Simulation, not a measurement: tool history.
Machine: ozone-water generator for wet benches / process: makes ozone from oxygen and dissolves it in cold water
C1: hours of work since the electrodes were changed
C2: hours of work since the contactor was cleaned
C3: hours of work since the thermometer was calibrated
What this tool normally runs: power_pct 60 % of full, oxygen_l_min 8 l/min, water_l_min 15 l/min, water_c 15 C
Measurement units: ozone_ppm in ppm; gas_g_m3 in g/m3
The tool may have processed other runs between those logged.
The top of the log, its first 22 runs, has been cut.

Run 23, day 67.433: usual settings but power_pct 46 % of full; C1 2769; C2 2140; C3 1489. Result: ozone_ppm 25.8 ppm, gas_g_m3 153.8 g/m3.
Run 24, day 70.842: usual settings but power_pct 81 % of full, oxygen_l_min 9.51 l/min, water_l_min 16 l/min; C1 2834; C2 2205; C3 1554. Result: ozone_ppm 38.4 ppm, gas_g_m3 224.8 g/m3.
Run 25, day 75.204: usual settings but power_pct 81 % of full, oxygen_l_min 9.51 l/min, water_l_min 16 l/min; C1 2917; C2 2289; C3 1637. Result: ozone_ppm 38.7 ppm, gas_g_m3 227.5 g/m3.
Run 26, day 77.088: usual settings but oxygen_l_min 9.63 l/min, water_c 10 C; C1 2953; C2 2325; C3 1673. Result: ozone_ppm 33.8 ppm, gas_g_m3 171 g/m3.
At day 79.708: contactor cleaned.
Run 27, day 80.746: usual settings but power_pct 63 % of full, oxygen_l_min 5.9 l/min, water_l_min 10 l/min, water_c 12 C; C1 3020; C2 20; C3 1740. Result: ozone_ppm 51 ppm, gas_g_m3 251.6 g/m3.
Run 28, day 83.821: usual settings but power_pct 42 % of full, oxygen_l_min 8.89 l/min, water_l_min 10 l/min, water_c 12 C; C1 3079; C2 79; C3 1799. Result: ozone_ppm 31.1 ppm, gas_g_m3 133.5 g/m3.
Run 29, day 86.162: usual settings but power_pct 42 % of full, oxygen_l_min 7.98 l/min, water_l_min 10 l/min, water_c 12 C; C1 3124; C2 123; C3 1843. Result: ozone_ppm 32.5 ppm, gas_g_m3 142.7 g/m3.
Run 30, day 89.525: usual settings but power_pct 66 % of full, oxygen_l_min 7.98 l/min, water_l_min 14 l/min, water_c 11 C; C1 3188; C2 188; C3 1908. Result: ozone_ppm 40 ppm, gas_g_m3 213.2 g/m3.
Run 31, day 93.688: usual settings but power_pct 66 % of full, oxygen_l_min 7.98 l/min, water_l_min 14 l/min, water_c 11 C; C1 3267; C2 267; C3 1987. Result: ozone_ppm 40.8 ppm, gas_g_m3 213.6 g/m3.
Run 32, day 96.483: usual settings but power_pct 66 % of full, oxygen_l_min 7.98 l/min, water_l_min 9 l/min, water_c 17 C; C1 3321; C2 321; C3 2041. Result: ozone_ppm 45.6 ppm, gas_g_m3 210.4 g/m3.
Run 33, day 99.417: usual settings but power_pct 69 % of full, oxygen_l_min 9.15 l/min, water_c 10 C; C1 3377; C2 377; C3 2097. Result: ozone_ppm 39.4 ppm, gas_g_m3 203.4 g/m3.

Each row is a separate what-if for the run after 33, all from the same tool condition, not one after another. Results?
Run A, day 102.425: usual settings but power_pct 41 % of full; C1 3434; C2 434; C3 2154. Result: ozone_ppm ?, gas_g_m3 ?.
Run B, day 102.425: usual settings but power_pct 58 % of full; C1 3434; C2 434; C3 2154. Result: ozone_ppm ?, gas_g_m3 ?.
Run C, day 102.425: usual settings but oxygen_l_min 6.4 l/min; C1 3434; C2 434; C3 2154. Result: ozone_ppm ?, gas_g_m3 ?.

run  ozone_ppm  gas_g_m3
  A       23.1     140.6
  B       31.4     187.5
  C       34.1     225.4
Without the tool's hidden state the same runs would have given:
run  ozone_ppm  gas_g_m3
  A       23.2     140.7
  B       31.4     187.7
  C       34.1     225.6
